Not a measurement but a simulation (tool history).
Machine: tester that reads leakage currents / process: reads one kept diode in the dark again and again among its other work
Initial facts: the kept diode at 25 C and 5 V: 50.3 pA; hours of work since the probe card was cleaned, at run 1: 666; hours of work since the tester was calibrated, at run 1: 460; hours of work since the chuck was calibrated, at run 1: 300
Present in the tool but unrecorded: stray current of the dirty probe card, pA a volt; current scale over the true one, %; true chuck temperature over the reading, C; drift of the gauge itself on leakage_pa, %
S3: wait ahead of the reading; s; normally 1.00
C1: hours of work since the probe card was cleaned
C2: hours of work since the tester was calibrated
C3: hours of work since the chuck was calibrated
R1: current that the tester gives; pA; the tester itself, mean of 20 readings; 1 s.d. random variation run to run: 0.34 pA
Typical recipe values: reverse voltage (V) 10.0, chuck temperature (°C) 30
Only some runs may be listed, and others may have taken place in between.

Run 1, hour 0.0: usual settings; C1 666; C2 460; C3 300. Result: R1 112.30 pA.
Run 2, hour 236.3: usual settings; C1 786; C2 579; C3 419. Result: R1 111.49 pA.
Run 3, hour 384.7: usual settings; C1 861; C2 655; C3 495. Result: R1 110.87 pA.
Run 4, hour 558.5: usual settings; C1 949; C2 743; C3 583. Result: R1 110.45 pA.
Run 5, hour 730.8: usual settings; C1 1037; C2 830; C3 670. Result: R1 109.49 pA.
Run 6, hour 884.1: usual settings; C1 1114; C2 908; C3 748. Result: R1 109.02 pA.
Run 7, hour 1045.7: usual settings but chuck temperature (°C) 24; C1 1196; C2 990; C3 830. Result: R1 68.13 pA.
Run 8, hour 1172.6: usual settings but reverse voltage (V) 2.0, chuck temperature (°C) 24; C1 1261; C2 1054; C3 894. Result: R1 27.90 pA.
Run 9, hour 1443.1: usual settings but reverse voltage (V) 2.0, chuck temperature (°C) 24; C1 1398; C2 1191; C3 1031. Result: R1 27.93 pA.
Run 10, hour 1670.8: usual settings but reverse voltage (V) 2.0, chuck temperature (°C) 24; C1 1513; C2 1306; C3 1146. Result: R1 27.76 pA.
Run 11, hour 1881.7: usual settings but S3 0.50 s; C1 1620; C2 1413; C3 1253. Result: R1 108.58 pA.
Run 12, hour 2130.3: usual settings but S3 0.39 s; C1 1746; C2 1539; C3 1379. Result: R1 110.03 pA.
Run 13, hour 2335.4: usual settings; C1 1850; C2 1643; C3 1483. Result: R1 105.12 pA.
Run 14, hour 2581.5: usual settings; C1 1975; C2 1768; C3 1608. Result: R1 103.85 pA.
At hour 2737.3: chuck's temperature calibrated.
Run 15, hour 2760.3: usual settings; C1 2064; C2 1857; C3 12. Result: R1 112.10 pA.
Run 16, hour 2933.2: usual settings; C1 2152; C2 1945; C3 99. Result: R1 111.08 pA.
Run 17, hour 3178.1: usual settings but reverse voltage (V) 19.8; C1 2276; C2 2069; C3 223. Result: R1 161.56 pA.
Run 18, hour 3301.4: usual settings but reverse voltage (V) 18.1; C1 2338; C2 2132; C3 286. Result: R1 152.68 pA.
Run 19, hour 3565.8: usual settings but reverse voltage (V) 18.1; C1 2472; C2 2266; C3 420. Result: R1 152.10 pA.
At hour 3581.2: probe card cleaned and baked.
Run 20, hour 3801.4: usual settings but reverse voltage (V) 18.1; C1 112; C2 2383; C3 538. Result: R1 145.30 pA.
Run 21, hour 4058.4: usual settings but reverse voltage (V) 18.1; C1 242; C2 2514; C3 668. Result: R1 144.02 pA.
Run 22, hour 4181.8: usual settings but reverse voltage (V) 7.7, chuck temperature (°C) 39, S3 0.45 s; C1 304; C2 2576; C3 731. Result: R1 185.43 pA.
Run 23, hour 4375.1: usual settings but reverse voltage (V) 7.7, chuck temperature (°C) 39, S3 0.45 s; C1 402; C2 2674; C3 828. Result: R1 184.84 pA.
Run 24, hour 4643.5: usual settings but reverse voltage (V) 2.9; C1 538; C2 2810; C3 965. Result: R1 53.03 pA.
Run 25, hour 4829.9: usual settings but S3 0.50 s; C1 633; C2 2905; C3 1059. Result: R1 104.64 pA.
Run 26, hour 5018.3: usual settings but S3 0.50 s; C1 728; C2 3000; C3 1154. Result: R1 104.71 pA.
Run 27, hour 5250.7: usual settings but reverse voltage (V) 4.7, chuck temperature (°C) 35, S3 5.59 s; C1 846; C2 3118; C3 1272. Result: R1 98.60 pA.
Run 28, hour 5371.9: usual settings but reverse voltage (V) 1.5, chuck temperature (°C) 45; C1 907; C2 3179; C3 1334. Result: R1 116.07 pA.
Run 29, hour 5570.3: usual settings but S3 7.62 s; C1 1008; C2 3280; C3 1434. Result: R1 97.32 pA.
Run 30, hour 5718.0: usual settings but chuck temperature (°C) 57, S3 0.89 s; C1 1083; C2 3355; C3 1509. Result: R1 730.19 pA.
Run 31, hour 5963.4: usual settings but chuck temperature (°C) 26, S3 5.35 s; C1 1207; C2 3479; C3 1633. Result: R1 69.90 pA.
At hour 6069.1: chuck's temperature calibrated.
Run 32, hour 6188.6: usual settings but reverse voltage (V) 3.6, S3 0.93 s; C1 1320; C2 3592; C3 61. Result: R1 64.97 pA.
Run 33, hour 6448.4: usual settings but reverse voltage (V) 3.7, chuck temperature (°C) 41; C1 1452; C2 3724; C3 192. Result: R1 153.01 pA.
Run 34, hour 6710.2: usual settings but chuck temperature (°C) 50; C1 1585; C2 3857; C3 325. Result: R1 492.62 pA.
Run 35, hour 6891.8: usual settings but reverse voltage (V) 13.1, chuck temperature (°C) 20, S3 4.79 s; C1 1677; C2 3949; C3 417. Result: R1 55.98 pA.
Run 36, hour 7029.6: usual settings but reverse voltage (V) 19.0, chuck temperature (°C) 53, S3 7.32 s; C1 1746; C2 4018; C3 487. Result: R1 835.55 pA.
Run 37, hour 7170.0: usual settings but reverse voltage (V) 19.0, chuck temperature (°C) 53, S3 7.32 s; C1 1818; C2 4090; C3 558. Result: R1 834.28 pA.
Run 38, hour 7418.7: usual settings but reverse voltage (V) 17.8, chuck temperature (°C) 26, S3 7.32 s; C1 1944; C2 4216; C3 684. Result: R1 105.23 pA.
Run 39, hour 7550.7: usual settings but reverse voltage (V) 11.0; C1 2011; C2 4282; C3 751. Result: R1 114.27 pA.

Here are 4 independent what-if runs from the current tool condition. What would each one return?
Run A, hour 7709.3: usual settings but reverse voltage (V) 1.5; C1 2091; C2 4363; C3 831. Result: R1 ?.
Run B, hour 7709.3: usual settings but chuck temperature (°C) 43; C1 2091; C2 4363; C3 831. Result: R1 ?.
Run C, hour 7709.3: usual settings but reverse voltage (V) 3.2, chuck temperature (°C) 23, S3 1.34 s; C1 2091; C2 4363; C3 831. Result: R1 ?.
Run D, hour 7709.3: usual settings but reverse voltage (V) 11.0, chuck temperature (°C) 51; C1 2091; C2 4363; C3 831. Result: R1 ?.

run      R1
  A   38.75
  B  286.45
  C   32.83
  D  538.11
With the hidden condition removed and each run's random variation left untouched, the same runs would have given:
run      R1
  A   41.11
  B  302.98
  C   34.34
  D  570.17
